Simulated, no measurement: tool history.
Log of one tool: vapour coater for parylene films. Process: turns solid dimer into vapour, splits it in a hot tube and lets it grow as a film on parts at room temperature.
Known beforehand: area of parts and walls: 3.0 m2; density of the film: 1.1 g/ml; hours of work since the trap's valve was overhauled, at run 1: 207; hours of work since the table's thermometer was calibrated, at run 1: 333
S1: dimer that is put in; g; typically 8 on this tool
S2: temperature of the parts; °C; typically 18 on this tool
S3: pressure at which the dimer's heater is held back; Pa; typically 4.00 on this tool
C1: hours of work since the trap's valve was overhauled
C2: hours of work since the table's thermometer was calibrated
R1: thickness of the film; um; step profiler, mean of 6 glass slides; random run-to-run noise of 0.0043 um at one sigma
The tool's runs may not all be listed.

{"run": 1, "hour": 0.0, "S1": 8, "S2": 18, "S3": 4.0, "C1": 207, "C2": 333, "R1": 1.318}
{"run": 2, "hour": 17.7, "S1": 8, "S2": 18, "S3": 4.0, "C1": 222, "C2": 348, "R1": 1.311}
{"run": 3, "hour": 29.4, "S1": 8, "S2": 18, "S3": 4.0, "C1": 232, "C2": 359, "R1": 1.31}
{"run": 4, "hour": 45.0, "S1": 8, "S2": 18, "S3": 4.0, "C1": 245, "C2": 372, "R1": 1.312}
{"run": 5, "hour": 65.3, "S1": 8, "S2": 18, "S3": 5.38, "C1": 263, "C2": 390, "R1": 1.232}
{"run": 6, "hour": 83.9, "S1": 8, "S2": 18, "S3": 5.38, "C1": 279, "C2": 406, "R1": 1.224}
{"run": 7, "hour": 105.4, "S1": 8, "S2": 18, "S3": 5.38, "C1": 298, "C2": 424, "R1": 1.211}
{"run": 8, "hour": 116.5, "S1": 7, "S2": 22, "S3": 2.97, "C1": 307, "C2": 434, "R1": 1.009}
{"run": 9, "hour": 132.3, "S1": 6, "S2": 22, "S3": 2.97, "C1": 321, "C2": 448, "R1": 0.855}
{"run": 10, "hour": 153.2, "S1": 8, "S2": 13, "S3": 4.0, "C1": 339, "C2": 466, "R1": 1.66}
{"run": 11, "hour": 170.9, "S1": 8, "S2": 13, "S3": 4.0, "C1": 355, "C2": 481, "R1": 1.666}
{"run": 12, "hour": 191.5, "S1": 8, "S2": 13, "S3": 4.0, "C1": 372, "C2": 499, "R1": 1.654}
{"run": 13, "hour": 200.6, "S1": 8, "S2": 13, "S3": 5.22, "C1": 380, "C2": 507, "R1": 1.551}

5 options for the next run, each taken on its own from the tool as it stands now. Forecast them:
{"run": "A", "hour": 213.4, "S1": 3, "S2": 18, "S3": 2.79, "C1": 391, "C2": 518, "R1": "?"}
{"run": "B", "hour": 213.4, "S1": 6, "S2": 20, "S3": 4.19, "C1": 391, "C2": 518, "R1": "?"}
{"run": "C", "hour": 213.4, "S1": 3, "S2": 14, "S3": 4.48, "C1": 391, "C2": 518, "R1": "?"}
{"run": "D", "hour": 213.4, "S1": 5, "S2": 13, "S3": 5.22, "C1": 391, "C2": 518, "R1": "?"}
{"run": "E", "hour": 213.4, "S1": 8, "S2": 19, "S3": 2.7, "C1": 391, "C2": 518, "R1": "?"}

run=A R1=0.522
run=B R1=0.871
run=C R1=0.578
run=D R1=0.971
run=E R1=1.352
With the hidden condition removed and each run's random variation left untouched, the same runs would have given:
run=A R1=0.543
run=B R1=0.905
run=C R1=0.600
run=D R1=1.009
run=E R1=1.404

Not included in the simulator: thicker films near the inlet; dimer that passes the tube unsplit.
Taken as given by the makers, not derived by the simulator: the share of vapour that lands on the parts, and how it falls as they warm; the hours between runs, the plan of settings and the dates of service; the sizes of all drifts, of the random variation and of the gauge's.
